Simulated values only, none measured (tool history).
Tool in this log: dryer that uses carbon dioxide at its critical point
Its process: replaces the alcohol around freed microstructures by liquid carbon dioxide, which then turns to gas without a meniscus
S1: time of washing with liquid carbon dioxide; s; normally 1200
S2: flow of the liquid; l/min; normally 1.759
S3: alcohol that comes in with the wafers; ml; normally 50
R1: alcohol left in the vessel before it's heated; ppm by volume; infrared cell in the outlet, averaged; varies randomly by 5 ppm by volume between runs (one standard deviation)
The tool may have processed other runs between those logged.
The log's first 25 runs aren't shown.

run 26 hour=340.4 | S1=1620 S2=1.759 S3=63 | R1=50
run 27 hour=353.5 | S1=1620 S2=1.440 S3=70 | R1=43
run 28 hour=369.6 | S1=1620 S2=1.440 S3=70 | R1=49
run 29 hour=384.0 | S1=780 S2=2.490 S3=70 | R1=67
run 30 hour=393.1 | S1=1560 S2=1.980 S3=41 | R1=36
run 31 hour=402.2 | S1=1380 S2=1.590 S3=58 | R1=44
run 32 hour=411.0 | S1=1020 S2=1.110 S3=25 | R1=197
run 33 hour=426.6 | S1=1440 S2=1.970 S3=84 | R1=42
run 34 hour=441.8 | S1=1440 S2=1.970 S3=84 | R1=43
run 35 hour=451.3 | S1=960 S2=1.970 S3=58 | R1=70
run 36 hour=464.7 | S1=960 S2=1.970 S3=35 | R1=60
run 37 hour=482.8 | S1=960 S2=1.280 S3=112 | R1=569
run 38 hour=493.7 | S1=960 S2=1.280 S3=112 | R1=572
run 39 hour=502.7 | S1=1020 S2=1.790 S3=55 | R1=81
run 40 hour=512.5 | S1=1200 S2=1.380 S3=60 | R1=116
run 41 hour=528.1 | S1=1140 S2=1.090 S3=28 | R1=171
run 42 hour=535.9 | S1=1080 S2=1.630 S3=75 | R1=105
run 43 hour=553.4 | S1=1080 S2=1.510 S3=105 | R1=186
run 44 hour=563.6 | S1=1440 S2=1.660 S3=119 | R1=71
run 45 hour=572.0 | S1=1440 S2=1.860 S3=110 | R1=51
run 46 hour=582.3 | S1=780 S2=1.759 S3=50 | R1=193
run 47 hour=594.2 | S1=1260 S2=2.540 S3=40 | R1=39

Below are 3 alternative next runs, each starting from the tool's condition after run 47. Predict each:
run A hour=609.9 | S1=720 S2=2.540 S3=40 | R1=?
run B hour=609.9 | S1=1140 S2=1.360 S3=40 | R1=?
run C hour=609.9 | S1=1560 S2=2.540 S3=84 | R1=?

run=A R1=78
run=B R1=120
run=C R1=42
Had the tool no hidden state, the same runs would have come out as:
run=A R1=22
run=B R1=51
run=C R1=0
